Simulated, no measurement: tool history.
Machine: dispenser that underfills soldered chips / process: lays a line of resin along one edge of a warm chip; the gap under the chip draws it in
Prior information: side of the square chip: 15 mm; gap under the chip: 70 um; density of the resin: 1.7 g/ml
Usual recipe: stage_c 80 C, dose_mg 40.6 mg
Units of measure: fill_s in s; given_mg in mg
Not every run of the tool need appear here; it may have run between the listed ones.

{"run": 1, "hour": 0.0, "stage_c": 80, "dose_mg": 40.6, "fill_s": 176.4, "given_mg": 38.08}
{"hour": 2.1, "done": "new syringe of resin"}
{"run": 2, "hour": 4.5, "stage_c": 90, "dose_mg": 40.6, "fill_s": 85.8, "given_mg": 38.11}
{"hour": 6.0, "done": "dispensing valve cleaned and set on the balance"}
{"run": 3, "hour": 9.3, "stage_c": 90, "dose_mg": 40.6, "fill_s": 103.1, "given_mg": 40.76}
{"hour": 14.3, "done": "new syringe of resin"}
{"run": 4, "hour": 15.7, "stage_c": 80, "dose_mg": 41.9, "fill_s": 116.0, "given_mg": 41.47}
{"run": 5, "hour": 22.0, "stage_c": 80, "dose_mg": 41.9, "fill_s": 162.8, "given_mg": 41.57}
{"hour": 25.7, "done": "new syringe of resin"}
{"run": 6, "hour": 28.0, "stage_c": 80, "dose_mg": 43.6, "fill_s": 118.7, "given_mg": 42.93}
{"run": 7, "hour": 30.7, "stage_c": 75, "dose_mg": 40.6, "fill_s": 170.1, "given_mg": 40.14}
{"run": 8, "hour": 34.9, "stage_c": 75, "dose_mg": 40.6, "fill_s": 220.4, "given_mg": 39.95}
{"hour": 36.9, "done": "new syringe of resin"}
{"run": 9, "hour": 39.2, "stage_c": 75, "dose_mg": 40.6, "fill_s": 153.5, "given_mg": 40.14}
{"run": 10, "hour": 44.8, "stage_c": 75, "dose_mg": 40.6, "fill_s": 205.3, "given_mg": 39.99}
{"hour": 48.1, "done": "new syringe of resin"}
{"run": 11, "hour": 50.4, "stage_c": 75, "dose_mg": 40.6, "fill_s": 149.7, "given_mg": 40.08}
{"run": 12, "hour": 56.0, "stage_c": 75, "dose_mg": 40.6, "fill_s": 199.5, "given_mg": 39.98}
{"hour": 59.3, "done": "new syringe of resin"}
{"run": 13, "hour": 61.1, "stage_c": 77, "dose_mg": 49.0, "fill_s": 132.3, "given_mg": 48.34}
{"run": 14, "hour": 64.6, "stage_c": 79, "dose_mg": 40.0, "fill_s": 156.4, "given_mg": 39.04}
{"run": 15, "hour": 68.6, "stage_c": 87, "dose_mg": 36.8, "fill_s": 140.8, "given_mg": 35.68}
{"hour": 70.9, "done": "new syringe of resin"}
{"run": 16, "hour": 75.1, "stage_c": 66, "dose_mg": 43.3, "fill_s": 237.1, "given_mg": 41.92}
{"run": 17, "hour": 78.6, "stage_c": 93, "dose_mg": 37.4, "fill_s": 101.0, "given_mg": 36.06}
{"hour": 82.2, "done": "new syringe of resin"}
{"run": 18, "hour": 83.0, "stage_c": 93, "dose_mg": 37.8, "fill_s": 68.7, "given_mg": 36.61}
{"run": 19, "hour": 87.6, "stage_c": 82, "dose_mg": 38.6, "fill_s": 134.1, "given_mg": 37.22}
{"run": 20, "hour": 92.5, "stage_c": 84, "dose_mg": 34.6, "fill_s": 167.0, "given_mg": 33.6}
{"hour": 93.5, "done": "new syringe of resin"}
{"run": 21, "hour": 97.3, "stage_c": 84, "dose_mg": 34.6, "fill_s": 120.7, "given_mg": 33.33}
{"run": 22, "hour": 102.0, "stage_c": 94, "dose_mg": 37.3, "fill_s": 105.4, "given_mg": 35.88}

4 ways to go on from here, each from the tool as it stands after run 22. What would each give?
{"hour": 104.9, "done": "new syringe of resin"}
{"run": "A", "hour": 108.4, "stage_c": 74, "dose_mg": 41.6, "fill_s": "?", "given_mg": "?"}
{"hour": 104.9, "done": "new syringe of resin"}
{"run": "B", "hour": 108.4, "stage_c": 90, "dose_mg": 48.9, "fill_s": "?", "given_mg": "?"}
{"hour": 104.9, "done": "new syringe of resin"}
{"run": "C", "hour": 108.4, "stage_c": 73, "dose_mg": 51.4, "fill_s": "?", "given_mg": "?"}
{"hour": 104.9, "done": "new syringe of resin"}
{"run": "D", "hour": 108.4, "stage_c": 84, "dose_mg": 47.9, "fill_s": "?", "given_mg": "?"}

run=A fill_s=167.2 given_mg=39.70
run=B fill_s=87.2 given_mg=46.64
run=C fill_s=164.1 given_mg=49.36
run=D fill_s=109.7 given_mg=45.92
Stripped of hidden state, with their random variation kept, the same runs would have yielded:
run=A fill_s=141.0 given_mg=41.43
run=B fill_s=73.6 given_mg=48.67
run=C fill_s=139.0 given_mg=51.50
run=D fill_s=92.7 given_mg=47.91

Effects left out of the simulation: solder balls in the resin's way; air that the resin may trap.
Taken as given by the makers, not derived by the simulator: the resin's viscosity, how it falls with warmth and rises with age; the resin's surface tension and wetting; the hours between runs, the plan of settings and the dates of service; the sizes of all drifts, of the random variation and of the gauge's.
